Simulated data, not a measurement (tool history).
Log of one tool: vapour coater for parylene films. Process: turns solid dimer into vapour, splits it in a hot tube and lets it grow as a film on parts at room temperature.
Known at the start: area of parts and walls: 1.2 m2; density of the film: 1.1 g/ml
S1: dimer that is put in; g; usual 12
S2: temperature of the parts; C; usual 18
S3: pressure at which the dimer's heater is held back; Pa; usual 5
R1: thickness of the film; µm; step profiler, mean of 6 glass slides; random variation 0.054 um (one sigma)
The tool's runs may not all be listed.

| run | hour | S1 | S2 | S3 | R1 |
|---|---|---|---|---|---|
| 1 | 0 | 12 | 18 | 5 | 6 |
| 2 | 28.5 | 15 | 18 | 5 | 7.52 |
| 3 | 61.5 | 15 | 18 | 5 | 7.46 |
| 4 | 77.7 | 12 | 18 | 5 | 5.88 |
| 5 | 115.9 | 12 | 18 | 5.4 | 5.84 |
| 6 | 135.8 | 12 | 18 | 5.4 | 5.86 |
| 7 | 167.5 | 12 | 18 | 5.4 | 5.74 |
| 8 | 200.5 | 12 | 18 | 5 | 5.81 |
| 9 | 228.6 | 12 | 18 | 5 | 5.72 |
| 10 | 244.3 | 12 | 18 | 5 | 5.66 |
| 11 | 267.6 | 18 | 18 | 5 | 9.36 |
| 12 | 284.5 | 7 | 18 | 5 | 3.64 |
| 13 | 320.8 | 7 | 18 | 5 | 3.65 |
| 14 | 343.9 | 7 | 18 | 5 | 3.58 |
| 15 | 373.9 | 7 | 18 | 5 | 3.61 |
| 16 | 401.7 | 12 | 26 | 5 | 4.56 |
| 17 | 420.3 | 12 | 18 | 5 | 6.03 |
| 18 | 435.9 | 12 | 18 | 5 | 5.96 |
| 19 | 456.8 | 12 | 18 | 5 | 6.05 |
| 20 | 495 | 12 | 18 | 5 | 6.01 |
| 21 | 533.3 | 12 | 18 | 5 | 5.97 |
| 22 | 570.4 | 12 | 18 | 5 | 5.83 |
| 23 | 598.6 | 12 | 18 | 5 | 5.89 |
| 24 | 623.9 | 12 | 18 | 5 | 5.71 |
| 25 | 654.3 | 12 | 25 | 9.41 | 4.2 |
| 26 | 671.5 | 12 | 25 | 9.41 | 4.14 |
| 27 | 708.1 | 12 | 24 | 9.26 | 4.7 |
| 28 | 737.2 | 16 | 14 | 5 | 9.64 |
| 29 | 770.7 | 16 | 14 | 5 | 9.72 |
| 30 | 804.5 | 12 | 15 | 8.06 | 6.45 |
| 31 | 829.4 | 12 | 15 | 8.06 | 6.38 |
| 32 | 853.8 | 12 | 11 | 8.06 | 7.22 |
| 33 | 884.4 | 6 | 18 | 2.78 | 3.26 |
| 34 | 904.9 | 14 | 23 | 5 | 5.93 |
| 35 | 941.4 | 6 | 23 | 4.56 | 2.55 |
| 36 | 974.1 | 13 | 18 | 5 | 6.42 |
| 37 | 996 | 13 | 18 | 5 | 6.4 |
| 38 | 1026.6 | 13 | 18 | 5 | 6.4 |
| 39 | 1046.8 | 8 | 28 | 7.52 | 2.62 |
| 40 | 1073.8 | 6 | 28 | 2.84 | 2.16 |
| 41 | 1100.9 | 21 | 14 | 2.01 | 12.78 |
| 42 | 1133.8 | 21 | 14 | 2.01 | 12.71 |
| 43 | 1161.7 | 8 | 14 | 10.89 | 4.31 |
| 44 | 1200 | 9 | 15 | 5 | 5.1 |
| 45 | 1235.8 | 9 | 15 | 5 | 5.15 |
| 46 | 1267.7 | 9 | 23 | 3.23 | 4.05 |

Taken out of this log: 5 entries between the listed runs. Where each belongs, and how the hidden state differs across it:
Between runs 10 and 11: trap's valve overhauled (hour 253.3)
  vapour lost through the trap's worn valve, %: 10.1 -> 0.8; true temperature of the parts over the reading, C: -0.44 -> -0.45
  measured less the result without the state, R1: -0.55 -> +0.07 µm
Between runs 26 and 27: trap's valve overhauled (hour 697.4)
  vapour lost through the trap's worn valve, %: 9.9 -> 0.4; true temperature of the parts over the reading, C: -0.61 -> -0.62
  measured less the result without the state, R1: -0.36 -> +0.08 µm
Between runs 30 and 31: table's thermometer calibrated (hour 808.5)
  vapour lost through the trap's worn valve, %: 2.6 -> 3.1; true temperature of the parts over the reading, C: -0.66 -> -0.74
  measured less the result without the state, R1: -0.03 -> -0.04 µm
Between runs 38 and 39: table's thermometer calibrated, once more (hour 1043)
  vapour lost through the trap's worn valve, %: 7.6 -> 8; true temperature of the parts over the reading, C: -0.82 -> -0.02
  measured less the result without the state, R1: -0.33 -> -0.22 µm
Between runs 42 and 43: trap's valve overhauled (hour 1142.1)
  vapour lost through the trap's worn valve, %: 10 -> 0.5; true temperature of the parts over the reading, C: -0.06 -> -0.07
  measured less the result without the state, R1: -1.39 -> -0.01 µm

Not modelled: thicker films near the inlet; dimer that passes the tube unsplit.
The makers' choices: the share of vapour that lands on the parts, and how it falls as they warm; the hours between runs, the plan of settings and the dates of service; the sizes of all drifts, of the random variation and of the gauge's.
